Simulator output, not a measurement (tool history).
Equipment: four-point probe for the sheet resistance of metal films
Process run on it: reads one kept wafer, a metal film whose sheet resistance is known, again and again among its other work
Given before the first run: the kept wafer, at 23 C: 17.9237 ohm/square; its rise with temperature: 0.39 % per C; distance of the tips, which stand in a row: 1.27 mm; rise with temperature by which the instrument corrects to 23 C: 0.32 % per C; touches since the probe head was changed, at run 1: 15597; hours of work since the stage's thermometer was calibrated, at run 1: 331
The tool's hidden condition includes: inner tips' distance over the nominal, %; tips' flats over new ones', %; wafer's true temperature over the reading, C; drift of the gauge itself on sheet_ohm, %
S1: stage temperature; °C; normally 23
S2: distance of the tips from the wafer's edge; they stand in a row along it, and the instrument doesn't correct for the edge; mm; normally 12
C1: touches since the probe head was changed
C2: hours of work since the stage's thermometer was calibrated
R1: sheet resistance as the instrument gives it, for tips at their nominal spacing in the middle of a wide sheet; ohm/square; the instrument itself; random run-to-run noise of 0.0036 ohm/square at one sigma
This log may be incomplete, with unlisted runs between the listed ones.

run,day,S1,S2,C1,C2,R1
1,0,23,12,15597,331,17.988236
2,0.546,23,25,16078,336,17.907971
3,1.829,23,12,17209,349,17.991752
4,2.833,23,12,18090,358,17.991163
5,3.379,23,12,18573,364,17.988587
6,4.5,23,12,19559,375,17.992092
7,5.267,23,4,20234,382,18.796233
8,6.05,23,4,20923,390,18.797208
9,6.846,22,12,21625,398,17.979012
10,7.6,20,12,22287,405,17.951
11,8.671,20,12,23231,416,17.947648
12,9.704,34,12,24141,426,18.11409
13,11.038,23,50,25316,439,17.883735
14,11.6,23,32,25811,444,17.896146
15,12.533,23,32,26632,454,17.887513
16,13.558,23,32,27533,464,17.888458
17,14.625,23,32,28474,474,17.894113
18,15.762,23,32,29473,485,17.889295
19,16.829,23,32,30414,496,17.888794
20,18.142,23,32,31568,508,17.886167
21,19.154,23,32,32461,518,17.882218
22,20.042,23,50,33243,527,17.874375
23,20.6,23,57,33735,533,17.875775
24,21.304,33,6,34352,539,18.409514
25,22.188,19,5,35129,548,18.416341
26,23.379,31,8,36181,560,18.20615
27,24.008,23,12,36732,566,17.975822
28,24.808,34,17,37437,574,18.047464
29,25.796,34,17,38307,583,18.049434
30,26.35,23,8,38795,589,18.100622
31,27.25,23,8,39589,598,18.104386
32,27.929,23,8,40184,604,18.105445
33,28.758,22,18,40914,612,17.897444
34,29.65,22,4,41700,621,18.765706
35,30.729,22,4,42649,632,18.75736
36,31.588,22,4,43405,640,18.762374
37,32.154,24,31,43907,646,17.881114
38,32.888,22,8,44551,653,18.084506
39,33.692,22,8,45260,661,18.082964
40,34.625,25,42,46080,670,17.884545
41,35.583,30,6,46924,679,18.365456
42,36.733,30,6,47936,691,18.351154
43,37.875,34,12,48942,702,18.090174
44,38.688,34,12,49657,710,18.087554
45,40.008,23,27,50820,723,17.871482
46,40.808,29,39,51523,731,17.931366

Consider 3 possible next runs. They are alternatives, not a sequence: every one starts from the tool as it was left by run 46. What does each give?
A,42.079,20,25,52644,743,?
B,42.079,20,9,52644,743,?
C,42.079,32,18,52644,743,?

run,R1
A,17.840993
B,18.007084
C,18.001022
The same runs, with their run-to-run variation unchanged, on a tool lacking any hidden condition would have given:
run,R1
A,17.915773
B,18.082516
C,18.075892

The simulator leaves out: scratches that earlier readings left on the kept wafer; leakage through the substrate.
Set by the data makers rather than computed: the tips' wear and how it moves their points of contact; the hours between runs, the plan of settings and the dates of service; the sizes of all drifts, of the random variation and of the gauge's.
